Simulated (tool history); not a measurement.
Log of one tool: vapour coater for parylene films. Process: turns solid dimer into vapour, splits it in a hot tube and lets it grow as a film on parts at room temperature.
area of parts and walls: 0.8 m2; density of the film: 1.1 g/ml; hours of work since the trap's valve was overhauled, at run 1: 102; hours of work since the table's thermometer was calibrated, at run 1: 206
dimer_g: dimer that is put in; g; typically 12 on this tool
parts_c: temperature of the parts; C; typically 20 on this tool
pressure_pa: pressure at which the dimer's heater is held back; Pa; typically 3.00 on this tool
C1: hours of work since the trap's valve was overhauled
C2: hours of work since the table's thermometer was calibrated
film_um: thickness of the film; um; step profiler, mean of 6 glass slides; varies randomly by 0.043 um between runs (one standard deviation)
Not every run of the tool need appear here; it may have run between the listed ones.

run 1 hour=0.0 | dimer_g=12 parts_c=20 pressure_pa=3.00 | C1=102 C2=206 | film_um=11.17
run 2 hour=15.7 | dimer_g=12 parts_c=20 pressure_pa=3.00 | C1=113 C2=217 | film_um=11.13
run 3 hour=25.6 | dimer_g=12 parts_c=20 pressure_pa=3.00 | C1=120 C2=224 | film_um=11.21
run 4 hour=32.1 | dimer_g=12 parts_c=20 pressure_pa=3.00 | C1=125 C2=229 | film_um=11.20
run 5 hour=47.1 | dimer_g=12 parts_c=19 pressure_pa=3.00 | C1=136 C2=239 | film_um=11.56
run 6 hour=59.2 | dimer_g=12 parts_c=19 pressure_pa=3.00 | C1=144 C2=248 | film_um=11.57
run 7 hour=65.8 | dimer_g=12 parts_c=20 pressure_pa=3.00 | C1=149 C2=253 | film_um=11.19
run 8 hour=76.2 | dimer_g=12 parts_c=20 pressure_pa=3.00 | C1=156 C2=260 | film_um=11.18
run 9 hour=86.3 | dimer_g=12 parts_c=20 pressure_pa=3.00 | C1=163 C2=267 | film_um=11.16
run 10 hour=97.4 | dimer_g=12 parts_c=20 pressure_pa=3.00 | C1=171 C2=275 | film_um=11.20
run 11 hour=110.0 | dimer_g=12 parts_c=20 pressure_pa=8.34 | C1=180 C2=284 | film_um=9.14
run 12 hour=116.7 | dimer_g=12 parts_c=20 pressure_pa=8.34 | C1=185 C2=289 | film_um=9.10
run 13 hour=131.1 | dimer_g=12 parts_c=20 pressure_pa=8.34 | C1=195 C2=299 | film_um=9.12
run 14 hour=146.1 | dimer_g=12 parts_c=20 pressure_pa=8.34 | C1=206 C2=309 | film_um=9.15
run 15 hour=153.3 | dimer_g=12 parts_c=20 pressure_pa=8.34 | C1=211 C2=315 | film_um=9.08
run 16 hour=162.8 | dimer_g=12 parts_c=15 pressure_pa=5.17 | C1=217 C2=321 | film_um=11.99
run 17 hour=176.6 | dimer_g=12 parts_c=15 pressure_pa=5.17 | C1=227 C2=331 | film_um=11.83
run 18 hour=187.6 | dimer_g=8 parts_c=29 pressure_pa=7.08 | C1=235 C2=339 | film_um=4.53
run 19 hour=197.0 | dimer_g=12 parts_c=18 pressure_pa=5.53 | C1=242 C2=346 | film_um=10.52
run 20 hour=205.3 | dimer_g=12 parts_c=18 pressure_pa=5.53 | C1=248 C2=351 | film_um=10.51
run 21 hour=212.9 | dimer_g=6 parts_c=19 pressure_pa=4.96 | C1=253 C2=357 | film_um=5.22
run 22 hour=224.1 | dimer_g=7 parts_c=20 pressure_pa=4.96 | C1=261 C2=365 | film_um=5.87
run 23 hour=239.0 | dimer_g=12 parts_c=26 pressure_pa=3.30 | C1=271 C2=375 | film_um=8.76
run 24 hour=251.3 | dimer_g=5 parts_c=20 pressure_pa=7.69 | C1=280 C2=384 | film_um=3.82
run 25 hour=262.2 | dimer_g=10 parts_c=30 pressure_pa=3.00 | C1=288 C2=392 | film_um=6.42
run 26 hour=272.2 | dimer_g=12 parts_c=12 pressure_pa=5.09 | C1=295 C2=399 | film_um=13.10
run 27 hour=281.1 | dimer_g=12 parts_c=12 pressure_pa=5.09 | C1=301 C2=405 | film_um=13.21
run 28 hour=292.2 | dimer_g=12 parts_c=14 pressure_pa=4.29 | C1=309 C2=413 | film_um=12.68
run 29 hour=301.2 | dimer_g=12 parts_c=14 pressure_pa=4.29 | C1=315 C2=419 | film_um=12.69

Each row is a separate what-if for the run after 29, all from the same tool condition, not one after another. Results?
run A hour=310.0 | dimer_g=12 parts_c=13 pressure_pa=4.29 | C1=322 C2=425 | film_um=?
run B hour=310.0 | dimer_g=15 parts_c=24 pressure_pa=3.53 | C1=322 C2=425 | film_um=?
run C hour=310.0 | dimer_g=5 parts_c=20 pressure_pa=3.32 | C1=322 C2=425 | film_um=?

run=A film_um=13.18
run=B film_um=11.62
run=C film_um=4.48
Take away the tool's hidden state, keep each run's random variation, and the runs would have read:
run=A film_um=13.45
run=B film_um=11.87
run=C film_um=4.58
